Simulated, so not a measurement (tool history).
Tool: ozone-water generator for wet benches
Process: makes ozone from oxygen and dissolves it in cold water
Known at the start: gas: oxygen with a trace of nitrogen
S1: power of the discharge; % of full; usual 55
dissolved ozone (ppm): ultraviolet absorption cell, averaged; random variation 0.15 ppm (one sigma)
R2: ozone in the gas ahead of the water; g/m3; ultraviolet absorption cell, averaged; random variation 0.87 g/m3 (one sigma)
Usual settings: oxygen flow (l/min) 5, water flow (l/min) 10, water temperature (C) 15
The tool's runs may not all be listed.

Run 1, hour 0: usual settings. Result: dissolved ozone (ppm) 18.9, R2 139.8 g/m3.
Run 2, hour 54.2: usual settings. Result: dissolved ozone (ppm) 19, R2 142.4 g/m3.
Run 3, hour 94.2: usual settings. Result: dissolved ozone (ppm) 19.1, R2 140.6 g/m3.
Run 4, hour 141.7: usual settings. Result: dissolved ozone (ppm) 19.1, R2 140.7 g/m3.
Run 5, hour 172.1: usual settings. Result: dissolved ozone (ppm) 18.8, R2 141 g/m3.
Run 6, hour 200.5: usual settings. Result: dissolved ozone (ppm) 18.8, R2 143.1 g/m3.
Run 7, hour 240.8: usual settings but water flow (l/min) 11. Result: dissolved ozone (ppm) 17.6, R2 140.7 g/m3.
Run 8, hour 291.5: usual settings but water temperature (C) 16. Result: dissolved ozone (ppm) 18.4, R2 140.1 g/m3.
Run 9, hour 338.4: usual settings but water temperature (C) 16. Result: dissolved ozone (ppm) 18.7, R2 140.3 g/m3.
Run 10, hour 372.8: usual settings but water temperature (C) 16. Result: dissolved ozone (ppm) 18.5, R2 139.4 g/m3.
Run 11, hour 432.4: usual settings but water temperature (C) 16. Result: dissolved ozone (ppm) 18.5, R2 140.1 g/m3.
Run 12, hour 478.2: usual settings but water temperature (C) 16. Result: dissolved ozone (ppm) 18.3, R2 140.2 g/m3.
At hour 490.3: contactor cleaned.
Run 13, hour 516.3: usual settings but water temperature (C) 16. Result: dissolved ozone (ppm) 19, R2 139.2 g/m3.
Run 14, hour 556.4: usual settings but water temperature (C) 13. Result: dissolved ozone (ppm) 20.1, R2 141.5 g/m3.
Run 15, hour 582.8: usual settings but oxygen flow (l/min) 6.86, water temperature (C) 13. Result: dissolved ozone (ppm) 19.4, R2 117.4 g/m3.
Run 16, hour 615.7: usual settings but oxygen flow (l/min) 6.86, water temperature (C) 13. Result: dissolved ozone (ppm) 19.4, R2 117.7 g/m3.
Run 17, hour 647.6: usual settings but oxygen flow (l/min) 5.45, water temperature (C) 14. Result: dissolved ozone (ppm) 19.5, R2 134.6 g/m3.
Run 18, hour 684.4: usual settings but oxygen flow (l/min) 5.45, water temperature (C) 14. Result: dissolved ozone (ppm) 19.7, R2 132.7 g/m3.

Run 19 comes next. What will it give?
Run 19, hour 710.7: usual settings but oxygen flow (l/min) 5.45, water temperature (C) 14. Result: dissolved ozone (ppm) ?, R2 ?.

dissolved ozone (ppm): 19.1
R2: 133.8 g/m3
Without the tool's hidden state the same run would have given dissolved ozone (ppm) 19.6, R2 135.7 g/m3.

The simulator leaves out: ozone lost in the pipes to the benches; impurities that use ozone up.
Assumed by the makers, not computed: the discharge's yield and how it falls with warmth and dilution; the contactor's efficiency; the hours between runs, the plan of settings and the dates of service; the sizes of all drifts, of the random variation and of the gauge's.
